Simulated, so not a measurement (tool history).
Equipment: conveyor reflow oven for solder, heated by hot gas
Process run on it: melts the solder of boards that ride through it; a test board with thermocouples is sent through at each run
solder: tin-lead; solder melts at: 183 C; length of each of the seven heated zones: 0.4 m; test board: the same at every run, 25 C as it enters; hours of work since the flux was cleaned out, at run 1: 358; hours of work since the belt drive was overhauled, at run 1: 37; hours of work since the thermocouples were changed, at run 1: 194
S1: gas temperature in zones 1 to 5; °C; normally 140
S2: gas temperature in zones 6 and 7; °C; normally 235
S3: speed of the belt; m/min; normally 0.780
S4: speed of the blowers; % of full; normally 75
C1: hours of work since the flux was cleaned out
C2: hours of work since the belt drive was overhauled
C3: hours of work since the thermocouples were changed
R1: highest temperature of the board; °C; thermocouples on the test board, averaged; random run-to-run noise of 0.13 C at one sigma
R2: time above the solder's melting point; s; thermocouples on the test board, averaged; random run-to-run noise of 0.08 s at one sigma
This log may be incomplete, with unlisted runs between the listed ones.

| run | hour | S1 | S2 | S3 | S4 | C1 | C2 | C3 | R1 | R2 |
|---|---|---|---|---|---|---|---|---|---|---|
| 1 | 0.0 | 140 | 235 | 0.780 | 75 | 358 | 37 | 194 | 217.6 | 46.85 |
| 2 | 10.0 | 140 | 235 | 0.780 | 75 | 362 | 42 | 198 | 217.7 | 46.78 |
| 3 | 20.1 | 140 | 235 | 0.780 | 75 | 367 | 46 | 203 | 217.8 | 46.77 |
| 4 | 26.1 | 140 | 235 | 0.780 | 75 | 370 | 49 | 206 | 217.6 | 46.87 |
| 5 | 32.3 | 140 | 235 | 0.780 | 75 | 373 | 52 | 209 | 217.7 | 46.62 |
| 6 | 42.4 | 140 | 235 | 0.780 | 76 | 377 | 57 | 213 | 217.8 | 46.93 |
| 7 | 54.2 | 140 | 235 | 0.654 | 75 | 383 | 62 | 219 | 222.9 | 60.22 |
| 8 | 62.7 | 140 | 235 | 0.654 | 75 | 387 | 66 | 223 | 222.7 | 60.21 |
|  | 68.3 | flux residue cleaned out of gas plates and filters |
| 9 | 79.6 | 140 | 235 | 0.654 | 75 | 5 | 72 | 228 | 222.4 | 59.76 |
| 10 | 91.5 | 140 | 235 | 0.654 | 75 | 11 | 77 | 234 | 222.1 | 59.58 |
| 11 | 98.2 | 140 | 235 | 0.841 | 75 | 14 | 80 | 237 | 214.1 | 40.81 |
| 12 | 109.3 | 140 | 235 | 0.841 | 75 | 19 | 85 | 242 | 214.0 | 40.69 |
| 13 | 121.3 | 140 | 235 | 0.841 | 75 | 25 | 91 | 248 | 214.3 | 40.56 |
|  | 126.9 | flux residue cleaned out of gas plates and filters, once more |
| 14 | 131.3 | 140 | 235 | 0.719 | 75 | 2 | 93 | 250 | 222.0 | 54.06 |
| 15 | 137.5 | 140 | 235 | 0.719 | 75 | 5 | 96 | 253 | 221.9 | 54.15 |
| 16 | 147.9 | 135 | 241 | 0.780 | 75 | 10 | 101 | 258 | 224.1 | 49.21 |
| 17 | 154.1 | 135 | 241 | 0.780 | 75 | 13 | 104 | 260 | 224.0 | 49.24 |
| 18 | 162.9 | 142 | 231 | 0.938 | 62 | 17 | 108 | 265 | 206.9 | 31.59 |
| 19 | 172.0 | 142 | 241 | 0.798 | 62 | 21 | 112 | 269 | 221.2 | 48.25 |
| 20 | 183.1 | 129 | 235 | 0.780 | 75 | 26 | 117 | 274 | 217.7 | 44.09 |
| 21 | 189.9 | 152 | 240 | 0.894 | 55 | 29 | 120 | 277 | 216.1 | 42.46 |
| 22 | 199.0 | 140 | 235 | 0.775 | 51 | 33 | 125 | 281 | 213.1 | 43.45 |
| 23 | 210.4 | 142 | 236 | 0.780 | 75 | 39 | 130 | 287 | 220.6 | 49.37 |
| 24 | 220.1 | 142 | 236 | 0.780 | 75 | 43 | 134 | 291 | 220.5 | 49.35 |
| 25 | 228.1 | 142 | 236 | 0.780 | 75 | 47 | 138 | 295 | 220.6 | 49.43 |
| 26 | 233.0 | 128 | 235 | 0.629 | 61 | 49 | 140 | 297 | 220.9 | 57.48 |
| 27 | 240.3 | 128 | 235 | 0.629 | 61 | 53 | 144 | 301 | 221.1 | 57.51 |
| 28 | 246.2 | 128 | 235 | 0.629 | 61 | 55 | 147 | 303 | 220.9 | 57.57 |
| 29 | 252.7 | 128 | 235 | 0.629 | 61 | 58 | 150 | 306 | 221.0 | 57.63 |
| 30 | 264.2 | 125 | 236 | 0.650 | 57 | 64 | 155 | 312 | 219.3 | 53.25 |

Alternative continuations, all from the tool just after run 30; predict every row:
| A | 273.3 | 126 | 238 | 0.780 | 50 | 68 | 159 | 316 | ? | ? |
| B | 273.3 | 125 | 236 | 0.854 | 57 | 68 | 159 | 316 | ? | ? |
| C | 273.3 | 125 | 236 | 0.650 | 59 | 68 | 159 | 316 | ? | ? |

| run | R1 | R2 |
|---|---|---|
| A | 211.7 | 38.19 |
| B | 208.7 | 32.08 |
| C | 219.8 | 53.63 |
Without the tool's unlogged condition, the same runs would have read:
| run | R1 | R2 |
|---|---|---|
| A | 212.2 | 38.55 |
| B | 209.2 | 32.50 |
| C | 220.3 | 53.92 |
